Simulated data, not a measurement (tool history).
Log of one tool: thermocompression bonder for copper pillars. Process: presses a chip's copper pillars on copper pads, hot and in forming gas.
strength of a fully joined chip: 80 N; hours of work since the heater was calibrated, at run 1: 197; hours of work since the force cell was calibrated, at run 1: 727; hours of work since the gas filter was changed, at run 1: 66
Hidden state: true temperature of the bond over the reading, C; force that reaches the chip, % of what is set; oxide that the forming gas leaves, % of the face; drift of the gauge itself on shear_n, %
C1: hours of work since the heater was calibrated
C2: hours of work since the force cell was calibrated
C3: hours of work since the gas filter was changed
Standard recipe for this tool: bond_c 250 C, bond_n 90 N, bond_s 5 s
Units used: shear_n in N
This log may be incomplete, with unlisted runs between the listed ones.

Run 1, day 0.000: usual settings; C1 197; C2 727; C3 66. Result: shear_n 41.2 N.
Run 2, day 0.658: usual settings but bond_s 7 s; C1 205; C2 735; C3 74. Result: shear_n 46.0 N.
Run 3, day 1.221: usual settings but bond_n 119 N; C1 212; C2 741; C3 81. Result: shear_n 47.7 N.
Run 4, day 1.838: usual settings; C1 219; C2 749; C3 88. Result: shear_n 41.0 N.
Run 5, day 2.254: usual settings; C1 225; C2 754; C3 93. Result: shear_n 40.9 N.
Run 6, day 2.604: usual settings; C1 229; C2 758; C3 97. Result: shear_n 40.6 N.
Run 7, day 3.279: usual settings; C1 237; C2 766; C3 106. Result: shear_n 40.4 N.
Run 8, day 3.896: usual settings; C1 244; C2 774; C3 113. Result: shear_n 40.4 N.
Run 9, day 4.512: usual settings but bond_c 265 C, bond_s 4 s; C1 252; C2 781; C3 121. Result: shear_n 43.9 N.
Run 10, day 5.012: usual settings but bond_c 265 C, bond_n 78 N, bond_s 4 s; C1 258; C2 787; C3 127. Result: shear_n 40.6 N.
Run 11, day 5.354: usual settings but bond_c 265 C, bond_n 78 N, bond_s 4 s; C1 262; C2 792; C3 131. Result: shear_n 40.6 N.
Run 12, day 5.842: usual settings but bond_c 228 C, bond_n 79 N; C1 268; C2 798; C3 137. Result: shear_n 27.4 N.
Run 13, day 6.325: usual settings but bond_n 61 N, bond_s 10 s; C1 274; C2 803; C3 143. Result: shear_n 39.8 N.
Run 14, day 6.750: usual settings but bond_c 233 C, bond_n 57 N; C1 279; C2 809; C3 148. Result: shear_n 23.3 N.
At day 6.833: forming gas filter changed.
Run 15, day 7.354: usual settings but bond_c 261 C, bond_n 68 N; C1 286; C2 816; C3 6. Result: shear_n 41.4 N.

Measured result minus the same run's result without the hidden state. Both carry the same run-to-run variation, though not necessarily the same gauge scatter:
run  shear_n
  1     -2.0
  2     -2.4
  3     -2.7
  4     -2.5
  5     -2.6
  6     -2.7
  7     -2.9
  8     -3.1
  9     -3.6
 10     -3.5
 11     -3.6
 12     -2.5
 13     -3.8
 14     -2.3
 15     -0.4
